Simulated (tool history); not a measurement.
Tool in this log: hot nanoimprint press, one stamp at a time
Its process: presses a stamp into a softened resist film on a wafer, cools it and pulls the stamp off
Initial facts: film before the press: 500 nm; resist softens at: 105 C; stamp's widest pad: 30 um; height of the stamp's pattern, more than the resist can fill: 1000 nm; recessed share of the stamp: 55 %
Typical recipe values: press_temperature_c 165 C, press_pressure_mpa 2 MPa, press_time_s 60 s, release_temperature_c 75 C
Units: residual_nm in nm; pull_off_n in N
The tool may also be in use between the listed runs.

| run | hour | press_temperature_c | press_pressure_mpa | press_time_s | release_temperature_c | residual_nm | pull_off_n |
|---|---|---|---|---|---|---|---|
| 1 | 0 | 165 | 2 | 60 | 75 | 301.5 | 237 |
| 2 | 51.1 | 165 | 2 | 46 | 75 | 326.8 | 261 |
| 3 | 82.5 | 165 | 2 | 46 | 75 | 327.1 | 266 |
| 4 | 116.3 | 169 | 2 | 46 | 75 | 275.4 | 270 |
| 5 | 157.1 | 169 | 2 | 46 | 75 | 274.8 | 277 |
| 6 | 187 | 169 | 2 | 46 | 75 | 277.5 | 274 |
| 7 | 240.2 | 165 | 2 | 60 | 75 | 305.7 | 301 |
|  | 257.3 | stamp cleaned and given a new release coat |
| 8 | 289.7 | 165 | 2.07 | 60 | 75 | 303.6 | 239 |
| 9 | 334.3 | 165 | 1.32 | 60 | 75 | 352.8 | 252 |
|  | 348.9 | plate thermocouple calibrated |
| 10 | 383 | 165 | 1.32 | 60 | 75 | 355.2 | 256 |
|  | 405 | press's hydraulic seals changed and the load cell set to zero |
| 11 | 413.6 | 165 | 1.68 | 60 | 75 | 325.6 | 257 |
|  | 452.4 | plate thermocouple calibrated, once more |
| 12 | 460.6 | 165 | 1.68 | 60 | 75 | 314.6 | 268 |
| 13 | 499.7 | 165 | 2.66 | 60 | 75 | 262.5 | 269 |
| 14 | 531 | 165 | 2 | 60 | 75 | 294.6 | 275 |
| 15 | 561.2 | 165 | 2 | 60 | 75 | 295.9 | 289 |

Run 16, settings as shown, results not yet in. Your forecast:
| 16 | 596.9 | 164 | 2 | 60 | 77 | ? | ? |

residual_nm: 309.6 nm
pull_off_n: 281 N
Had the tool carried no hidden state, the very same run would have given residual_nm 309.8 nm, pull_off_n 215 N.
